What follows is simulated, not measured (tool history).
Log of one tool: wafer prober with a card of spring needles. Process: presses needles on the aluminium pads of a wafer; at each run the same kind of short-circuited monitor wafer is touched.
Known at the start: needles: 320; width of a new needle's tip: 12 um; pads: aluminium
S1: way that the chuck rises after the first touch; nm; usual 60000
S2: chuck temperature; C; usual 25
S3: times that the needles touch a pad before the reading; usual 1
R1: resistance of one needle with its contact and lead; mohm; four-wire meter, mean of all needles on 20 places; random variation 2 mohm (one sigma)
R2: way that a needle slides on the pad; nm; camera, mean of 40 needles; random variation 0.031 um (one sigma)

| run | hour | S1 | S2 | S3 | R1 | R2 |
|---|---|---|---|---|---|---|
| 1 | 0.0 | 60000 | 25 | 1 | 214 | 14370 |
| 2 | 15.7 | 60000 | 25 | 1 | 213 | 14340 |
|  | 17.6 | tips cleaned on abrasive film |
| 3 | 31.4 | 60000 | 25 | 1 | 217 | 14330 |
|  | 35.6 | tips cleaned on abrasive film |
| 4 | 39.5 | 60000 | 25 | 1 | 213 | 14370 |
| 5 | 51.8 | 60000 | 25 | 1 | 214 | 14420 |
|  | 54.2 | tips cleaned on abrasive film |
| 6 | 63.7 | 60000 | 25 | 1 | 213 | 14410 |
|  | 71.8 | tips cleaned on abrasive film |
| 7 | 75.1 | 60000 | 25 | 1 | 212 | 14480 |
| 8 | 84.7 | 60000 | 25 | 1 | 213 | 14400 |
|  | 89.9 | tips cleaned on abrasive film |
| 9 | 101.6 | 60000 | 25 | 1 | 214 | 14420 |
|  | 108.9 | tips cleaned on abrasive film |
| 10 | 116.1 | 60000 | 25 | 1 | 219 | 14440 |
|  | 126.8 | tips cleaned on abrasive film |
| 11 | 132.7 | 60000 | 25 | 1 | 217 | 14470 |
|  | 145.8 | tips cleaned on abrasive film |
| 12 | 149.6 | 60000 | 25 | 1 | 216 | 14470 |
|  | 163.6 | tips cleaned on abrasive film |
| 13 | 163.6 | 60000 | 25 | 1 | 216 | 14490 |
| 14 | 173.6 | 60000 | 25 | 1 | 215 | 14490 |
|  | 181.7 | tips cleaned on abrasive film |
| 15 | 191.3 | 60000 | 25 | 1 | 214 | 14460 |
|  | 199.5 | tips cleaned on abrasive film |
| 16 | 203.0 | 60000 | 75 | 1 | 223 | 14470 |
|  | 214.7 | height of the first contact set anew |
|  | 217.8 | tips cleaned on abrasive film |
| 17 | 221.5 | 60000 | 75 | 1 | 226 | 14530 |
| 18 | 229.6 | 60000 | 75 | 1 | 228 | 14580 |
|  | 236.4 | tips cleaned on abrasive film |
| 19 | 249.1 | 58000 | 25 | 1 | 216 | 14080 |
|  | 254.5 | tips cleaned on abrasive film |
| 20 | 260.2 | 42000 | 118 | 2 | 244 | 10200 |
| 21 | 269.0 | 42000 | 73 | 2 | 235 | 10180 |
|  | 272.3 | tips cleaned on abrasive film |
| 22 | 282.6 | 60000 | 36 | 1 | 215 | 14520 |
|  | 290.9 | tips cleaned on abrasive film |
| 23 | 292.6 | 60000 | 26 | 2 | 216 | 14580 |
| 24 | 307.2 | 41000 | 57 | 2 | 230 | 9960 |
|  | 309.2 | tips cleaned on abrasive film |
| 25 | 323.8 | 52000 | 73 | 1 | 230 | 12680 |
|  | 326.8 | tips cleaned on abrasive film |
| 26 | 332.5 | 45000 | 29 | 1 | 219 | 10930 |
| 27 | 342.2 | 58000 | 54 | 2 | 223 | 14170 |
|  | 345.4 | tips cleaned on abrasive film |
|  | 346.9 | gauge calibrated |
| 28 | 362.0 | 58000 | 54 | 2 | 220 | 13920 |
|  | 363.1 | tips cleaned on abrasive film |
| 29 | 373.6 | 58000 | 54 | 2 | 219 | 13880 |
|  | 381.5 | tips cleaned on abrasive film |
| 30 | 391.1 | 56000 | 123 | 1 | 240 | 13380 |
|  | 399.2 | tips cleaned on abrasive film |
| 31 | 409.9 | 48000 | 121 | 3 | 243 | 11530 |
|  | 417.5 | tips cleaned on abrasive film |
| 32 | 428.3 | 60000 | 78 | 1 | 230 | 14410 |
|  | 435.8 | tips cleaned on abrasive film |
| 33 | 438.0 | 60000 | 25 | 1 | 214 | 14460 |

Forecast each of these 4 alternatives for the next run:
|  | 454.5 | tips cleaned on abrasive film |
| A | 454.6 | 47000 | 25 | 1 | ? | ? |
|  | 454.5 | tips cleaned on abrasive film |
| B | 454.6 | 60000 | 92 | 1 | ? | ? |
|  | 454.5 | tips cleaned on abrasive film |
| C | 454.6 | 66000 | 51 | 1 | ? | ? |
|  | 454.5 | tips cleaned on abrasive film |
| D | 454.6 | 67000 | 25 | 1 | ? | ? |

| run | R1 | R2 |
|---|---|---|
| A | 218 | 11340 |
| B | 228 | 14400 |
| C | 220 | 15870 |
| D | 209 | 16150 |
Without the tool's hidden state the same runs would have given:
| run | R1 | R2 |
|---|---|---|
| A | 218 | 11270 |
| B | 228 | 14320 |
| C | 220 | 15770 |
| D | 209 | 16050 |
